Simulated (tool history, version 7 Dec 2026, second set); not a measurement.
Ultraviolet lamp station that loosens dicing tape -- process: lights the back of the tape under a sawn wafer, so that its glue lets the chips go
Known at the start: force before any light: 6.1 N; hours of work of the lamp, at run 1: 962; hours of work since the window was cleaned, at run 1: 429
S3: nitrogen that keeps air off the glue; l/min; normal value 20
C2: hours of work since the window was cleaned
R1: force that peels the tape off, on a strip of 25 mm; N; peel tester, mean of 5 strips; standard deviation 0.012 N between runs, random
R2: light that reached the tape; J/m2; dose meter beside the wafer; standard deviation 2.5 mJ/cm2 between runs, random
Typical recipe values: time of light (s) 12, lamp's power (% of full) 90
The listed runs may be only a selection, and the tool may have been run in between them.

Run 1, day 0.000: usual settings; hours of work of the lamp 962; C2 429. Result: R1 1.144 N, R2 2060 J/m2.
Run 2, day 1.883: usual settings; hours of work of the lamp 986; C2 453. Result: R1 1.194 N, R2 2010 J/m2.
Run 3, day 4.046: usual settings but S3 23 l/min; hours of work of the lamp 1014; C2 480. Result: R1 1.204 N, R2 2000 J/m2.
Run 4, day 5.192: usual settings but S3 23 l/min; hours of work of the lamp 1028; C2 495. Result: R1 1.155 N, R2 1960 J/m2.
Run 5, day 7.392: usual settings but S3 8 l/min; hours of work of the lamp 1056; C2 523. Result: R1 1.725 N, R2 1930 J/m2.
Run 6, day 9.500: usual settings but S3 8 l/min; hours of work of the lamp 1083; C2 550. Result: R1 1.818 N, R2 1900 J/m2.
Run 7, day 11.025: usual settings but S3 8 l/min; hours of work of the lamp 1103; C2 569. Result: R1 1.869 N, R2 1870 J/m2.
Run 8, day 12.258: usual settings but S3 8 l/min; hours of work of the lamp 1118; C2 585. Result: R1 1.810 N, R2 1870 J/m2.
At day 12.712: window cleaned of glue's vapour.
Run 9, day 13.871: usual settings; hours of work of the lamp 1139; C2 15. Result: R1 1.036 N, R2 2220 J/m2.
Run 10, day 14.800: usual settings; hours of work of the lamp 1151; C2 27. Result: R1 1.018 N, R2 2190 J/m2.
Run 11, day 16.404: usual settings; hours of work of the lamp 1171; C2 47. Result: R1 1.081 N, R2 2180 J/m2.
Run 12, day 18.596: usual settings; hours of work of the lamp 1199; C2 75. Result: R1 1.085 N, R2 2160 J/m2.
Run 13, day 20.083: usual settings but time of light (s) 7; hours of work of the lamp 1218; C2 94. Result: R1 2.194 N, R2 1260 J/m2.
Run 14, day 21.058: usual settings but time of light (s) 7; hours of work of the lamp 1230; C2 106. Result: R1 2.271 N, R2 1240 J/m2.
Run 15, day 22.733: usual settings but time of light (s) 7; hours of work of the lamp 1252; C2 128. Result: R1 2.277 N, R2 1200 J/m2.
Run 16, day 24.708: usual settings but time of light (s) 10; hours of work of the lamp 1277; C2 153. Result: R1 1.473 N, R2 1650 J/m2.
Run 17, day 26.138: usual settings but lamp's power (% of full) 94; hours of work of the lamp 1295; C2 171. Result: R1 1.157 N, R2 2090 J/m2.
Run 18, day 28.283: usual settings but lamp's power (% of full) 94, S3 9 l/min; hours of work of the lamp 1322; C2 198. Result: R1 1.488 N, R2 2020 J/m2.
Run 19, day 30.275: usual settings but time of light (s) 13; hours of work of the lamp 1348; C2 224. Result: R1 1.129 N, R2 2150 J/m2.
Run 20, day 31.617: usual settings but time of light (s) 11; hours of work of the lamp 1365; C2 241. Result: R1 1.517 N, R2 1740 J/m2.
Run 21, day 33.875: usual settings but time of light (s) 11; hours of work of the lamp 1394; C2 270. Result: R1 1.473 N, R2 1720 J/m2.
Run 22, day 35.904: usual settings but time of light (s) 17, lamp's power (% of full) 64; hours of work of the lamp 1419; C2 296. Result: R1 1.300 N, R2 1830 J/m2.
Run 23, day 37.350: usual settings but time of light (s) 16, lamp's power (% of full) 68, S3 6 l/min; hours of work of the lamp 1438; C2 314. Result: R1 2.066 N, R2 1850 J/m2.
Run 24, day 38.621: usual settings but lamp's power (% of full) 63; hours of work of the lamp 1454; C2 330. Result: R1 2.138 N, R2 1260 J/m2.
Run 25, day 39.954: usual settings but lamp's power (% of full) 64, S3 25 l/min; hours of work of the lamp 1471; C2 347. Result: R1 2.110 N, R2 1260 J/m2.
Run 26, day 41.742: usual settings but lamp's power (% of full) 64, S3 25 l/min; hours of work of the lamp 1494; C2 370. Result: R1 2.063 N, R2 1250 J/m2.

Run 27, settings as shown, results not yet in. Your forecast:
Run 27, day 43.858: usual settings but lamp's power (% of full) 64, S3 22 l/min; hours of work of the lamp 1521; C2 397. Result: R1 ?, R2 ?.

R1: 2.216 N
R2: 1210 J/m2
Without the tool's hidden state the same run would have given R1 1.020 N, R2 2160 J/m2.
